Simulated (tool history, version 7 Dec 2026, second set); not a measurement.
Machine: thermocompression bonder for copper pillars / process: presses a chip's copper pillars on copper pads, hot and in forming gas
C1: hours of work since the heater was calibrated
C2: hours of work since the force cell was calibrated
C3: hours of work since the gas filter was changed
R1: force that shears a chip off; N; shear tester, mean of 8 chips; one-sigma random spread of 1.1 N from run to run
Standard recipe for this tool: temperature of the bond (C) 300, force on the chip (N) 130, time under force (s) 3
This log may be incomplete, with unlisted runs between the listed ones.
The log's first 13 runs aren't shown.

run 14 day=13.212 | temperature_of_the_bond_(C)=300 force_on_the_chip_(N)=172 time_under_force_(s)=3 | C1=50 C2=234 C3=136 | R1=107.8
run 15 day=14.333 | temperature_of_the_bond_(C)=300 force_on_the_chip_(N)=130 time_under_force_(s)=3 | C1=64 C2=249 C3=150 | R1=87.7
run 16 day=14.979 | temperature_of_the_bond_(C)=300 force_on_the_chip_(N)=130 time_under_force_(s)=3 | C1=72 C2=257 C3=159 | R1=85.5
run 17 day=16.171 | temperature_of_the_bond_(C)=300 force_on_the_chip_(N)=130 time_under_force_(s)=3 | C1=87 C2=272 C3=173 | R1=84.5
run 18 day=16.767 | temperature_of_the_bond_(C)=300 force_on_the_chip_(N)=130 time_under_force_(s)=3 | C1=94 C2=279 C3=181 | R1=85.3
run 19 day=17.525 | temperature_of_the_bond_(C)=300 force_on_the_chip_(N)=130 time_under_force_(s)=3 | C1=104 C2=289 C3=191 | R1=83.6
-- day=17.879 heater calibrated with a thermocouple chip, once more
run 20 day=19.054 | temperature_of_the_bond_(C)=300 force_on_the_chip_(N)=96 time_under_force_(s)=2 | C1=15 C2=307 C3=209 | R1=62.6
-- day=19.488 forming gas filter changed
run 21 day=19.979 | temperature_of_the_bond_(C)=299 force_on_the_chip_(N)=130 time_under_force_(s)=4 | C1=26 C2=318 C3=6 | R1=106.9
run 22 day=20.938 | temperature_of_the_bond_(C)=311 force_on_the_chip_(N)=130 time_under_force_(s)=3 | C1=38 C2=330 C3=18 | R1=107.5
run 23 day=21.796 | temperature_of_the_bond_(C)=317 force_on_the_chip_(N)=120 time_under_force_(s)=5 | C1=49 C2=341 C3=29 | R1=122.9
run 24 day=22.458 | temperature_of_the_bond_(C)=305 force_on_the_chip_(N)=94 time_under_force_(s)=5 | C1=57 C2=349 C3=37 | R1=93.3
run 25 day=23.083 | temperature_of_the_bond_(C)=319 force_on_the_chip_(N)=91 time_under_force_(s)=3 | C1=65 C2=357 C3=45 | R1=90.7
run 26 day=23.954 | temperature_of_the_bond_(C)=319 force_on_the_chip_(N)=91 time_under_force_(s)=3 | C1=76 C2=368 C3=56 | R1=89.9
run 27 day=24.688 | temperature_of_the_bond_(C)=319 force_on_the_chip_(N)=91 time_under_force_(s)=3 | C1=85 C2=377 C3=65 | R1=91.3
run 28 day=25.425 | temperature_of_the_bond_(C)=272 force_on_the_chip_(N)=102 time_under_force_(s)=7 | C1=95 C2=387 C3=75 | R1=73
run 29 day=26.471 | temperature_of_the_bond_(C)=306 force_on_the_chip_(N)=95 time_under_force_(s)=3 | C1=108 C2=400 C3=88 | R1=80.4
run 30 day=27.45 | temperature_of_the_bond_(C)=295 force_on_the_chip_(N)=141 time_under_force_(s)=2 | C1=120 C2=412 C3=100 | R1=82.9
run 31 day=28.65 | temperature_of_the_bond_(C)=295 force_on_the_chip_(N)=92 time_under_force_(s)=6 | C1=135 C2=427 C3=115 | R1=84.6
run 32 day=29.754 | temperature_of_the_bond_(C)=300 force_on_the_chip_(N)=130 time_under_force_(s)=8 | C1=149 C2=441 C3=129 | R1=119.2
run 33 day=30.679 | temperature_of_the_bond_(C)=300 force_on_the_chip_(N)=130 time_under_force_(s)=8 | C1=161 C2=453 C3=141 | R1=120.1
run 34 day=31.596 | temperature_of_the_bond_(C)=300 force_on_the_chip_(N)=130 time_under_force_(s)=8 | C1=172 C2=464 C3=152 | R1=117.2
run 35 day=32.65 | temperature_of_the_bond_(C)=299 force_on_the_chip_(N)=168 time_under_force_(s)=2 | C1=185 C2=478 C3=166 | R1=96.8
run 36 day=33.642 | temperature_of_the_bond_(C)=299 force_on_the_chip_(N)=168 time_under_force_(s)=2 | C1=198 C2=490 C3=178 | R1=97
run 37 day=34.454 | temperature_of_the_bond_(C)=299 force_on_the_chip_(N)=168 time_under_force_(s)=2 | C1=208 C2=500 C3=188 | R1=95
run 38 day=35.604 | temperature_of_the_bond_(C)=321 force_on_the_chip_(N)=144 time_under_force_(s)=9 | C1=223 C2=515 C3=203 | R1=135.6

Branching from run 38: 4 alternative next runs. What would each branch give?
-- day=36.533 forming gas filter changed
run A day=36.721 | temperature_of_the_bond_(C)=329 force_on_the_chip_(N)=121 time_under_force_(s)=3 | C1=236 C2=528 C3=2 | R1=?
-- day=36.533 forming gas filter changed
run B day=36.721 | temperature_of_the_bond_(C)=313 force_on_the_chip_(N)=107 time_under_force_(s)=3 | C1=236 C2=528 C3=2 | R1=?
-- day=36.533 forming gas filter changed
run C day=36.721 | temperature_of_the_bond_(C)=325 force_on_the_chip_(N)=138 time_under_force_(s)=4 | C1=236 C2=528 C3=2 | R1=?
-- day=36.533 forming gas filter changed
run D day=36.721 | temperature_of_the_bond_(C)=300 force_on_the_chip_(N)=130 time_under_force_(s)=3 | C1=236 C2=528 C3=2 | R1=?

run=A R1=116.7
run=B R1=93.6
run=C R1=130.4
run=D R1=95.7
With the hidden condition removed and each run's random variation left untouched, the same runs would have given:
run=A R1=123.3
run=B R1=101
run=C R1=136.2
run=D R1=103.3
